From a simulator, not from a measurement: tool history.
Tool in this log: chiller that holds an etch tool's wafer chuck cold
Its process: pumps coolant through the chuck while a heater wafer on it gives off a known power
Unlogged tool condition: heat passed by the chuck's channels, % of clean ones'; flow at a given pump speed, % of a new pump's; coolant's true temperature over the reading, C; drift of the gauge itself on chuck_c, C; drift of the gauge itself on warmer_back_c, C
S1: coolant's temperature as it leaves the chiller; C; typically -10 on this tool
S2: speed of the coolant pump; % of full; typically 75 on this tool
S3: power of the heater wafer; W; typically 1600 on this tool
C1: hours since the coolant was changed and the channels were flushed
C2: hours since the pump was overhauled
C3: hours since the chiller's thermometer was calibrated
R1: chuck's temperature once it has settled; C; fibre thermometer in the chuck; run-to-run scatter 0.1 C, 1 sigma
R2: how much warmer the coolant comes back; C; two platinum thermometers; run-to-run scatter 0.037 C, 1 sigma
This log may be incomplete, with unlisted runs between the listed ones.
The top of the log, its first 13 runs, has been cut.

{"run": 14, "hour": 1666.5, "S1": -10, "S2": 75, "S3": 888, "C1": 1557, "C2": 346, "C3": 691, "R1": -1.5, "R2": 4.89}
{"run": 15, "hour": 1777.5, "S1": -10, "S2": 75, "S3": 888, "C1": 1668, "C2": 457, "C3": 802, "R1": -1.6, "R2": 4.85}
{"run": 16, "hour": 1883.7, "S1": -10, "S2": 75, "S3": 1351, "C1": 1774, "C2": 563, "C3": 908, "R1": 2.8, "R2": 7.46}
{"run": 17, "hour": 2000.1, "S1": -4, "S2": 75, "S3": 2207, "C1": 1890, "C2": 679, "C3": 1024, "R1": 16.9, "R2": 12.21}
{"hour": 2114.2, "done": "coolant pump overhauled, once more"}
{"run": 18, "hour": 2146.6, "S1": -13, "S2": 75, "S3": 1219, "C1": 2032, "C2": 32, "C3": 1166, "R1": -2.3, "R2": 5.68}
{"run": 19, "hour": 2237.1, "S1": -13, "S2": 75, "S3": 1219, "C1": 2122, "C2": 123, "C3": 1256, "R1": -2.3, "R2": 5.75}
{"run": 20, "hour": 2372.5, "S1": -13, "S2": 75, "S3": 1219, "C1": 2258, "C2": 258, "C3": 1392, "R1": -2.3, "R2": 5.74}
{"run": 21, "hour": 2476.9, "S1": -14, "S2": 66, "S3": 1120, "C1": 2362, "C2": 363, "C3": 1496, "R1": -3.1, "R2": 6.08}
{"run": 22, "hour": 2583.6, "S1": -14, "S2": 64, "S3": 1010, "C1": 2469, "C2": 469, "C3": 1603, "R1": -3.8, "R2": 5.75}
{"run": 23, "hour": 2765.5, "S1": -6, "S2": 83, "S3": 1300, "C1": 2651, "C2": 651, "C3": 1785, "R1": 4.8, "R2": 5.54}
{"run": 24, "hour": 2888.2, "S1": -10, "S2": 85, "S3": 1600, "C1": 2774, "C2": 774, "C3": 1907, "R1": 3.3, "R2": 6.67}
{"run": 25, "hour": 3079.1, "S1": -16, "S2": 74, "S3": 1403, "C1": 2964, "C2": 965, "C3": 2098, "R1": -3.2, "R2": 6.85}
{"run": 26, "hour": 3216.7, "S1": -17, "S2": 70, "S3": 1288, "C1": 3102, "C2": 1103, "C3": 2236, "R1": -4.6, "R2": 6.62}
{"run": 27, "hour": 3297.5, "S1": -17, "S2": 70, "S3": 1288, "C1": 3183, "C2": 1183, "C3": 2317, "R1": -4.5, "R2": 6.63}
{"run": 28, "hour": 3389.3, "S1": -17, "S2": 70, "S3": 1288, "C1": 3275, "C2": 1275, "C3": 2408, "R1": -4.4, "R2": 6.65}
{"run": 29, "hour": 3534.2, "S1": -17, "S2": 70, "S3": 1288, "C1": 3419, "C2": 1420, "C3": 2553, "R1": -4.4, "R2": 6.62}
{"run": 30, "hour": 3653.2, "S1": -13, "S2": 75, "S3": 1600, "C1": 3539, "C2": 1539, "C3": 2672, "R1": 1.7, "R2": 7.72}
{"hour": 3748.1, "done": "coolant changed, channels flushed"}
{"run": 31, "hour": 3815.5, "S1": -13, "S2": 75, "S3": 1600, "C1": 67, "C2": 1695, "C3": 2829, "R1": 0.7, "R2": 7.67}

Branching from run 31: 5 alternative next runs. What would each branch give?
{"run": "A", "hour": 3896.8, "S1": -13, "S2": 75, "S3": 2294, "C1": 149, "C2": 1777, "C3": 2910, "R1": "?", "R2": "?"}
{"run": "B", "hour": 3896.8, "S1": -8, "S2": 75, "S3": 1600, "C1": 149, "C2": 1777, "C3": 2910, "R1": "?", "R2": "?"}
{"run": "C", "hour": 3896.8, "S1": -9, "S2": 75, "S3": 1059, "C1": 149, "C2": 1777, "C3": 2910, "R1": "?", "R2": "?"}
{"run": "D", "hour": 3896.8, "S1": -10, "S2": 79, "S3": 1646, "C1": 149, "C2": 1777, "C3": 2910, "R1": "?", "R2": "?"}
{"run": "E", "hour": 3896.8, "S1": -10, "S2": 93, "S3": 1706, "C1": 149, "C2": 1777, "C3": 2910, "R1": "?", "R2": "?"}

run=A R1=6.4 R2=11.07
run=B R1=5.6 R2=7.77
run=C R1=0.1 R2=5.06
run=D R1=3.6 R2=7.49
run=E R1=2.5 R2=6.5
Take away the tool's hidden state, keep each run's random variation, and the runs would have read:
run=A R1=5.6 R2=10.7
run=B R1=4.9 R2=7.51
run=C R1=-0.5 R2=4.89
run=D R1=2.9 R2=7.24
run=E R1=1.8 R2=6.28
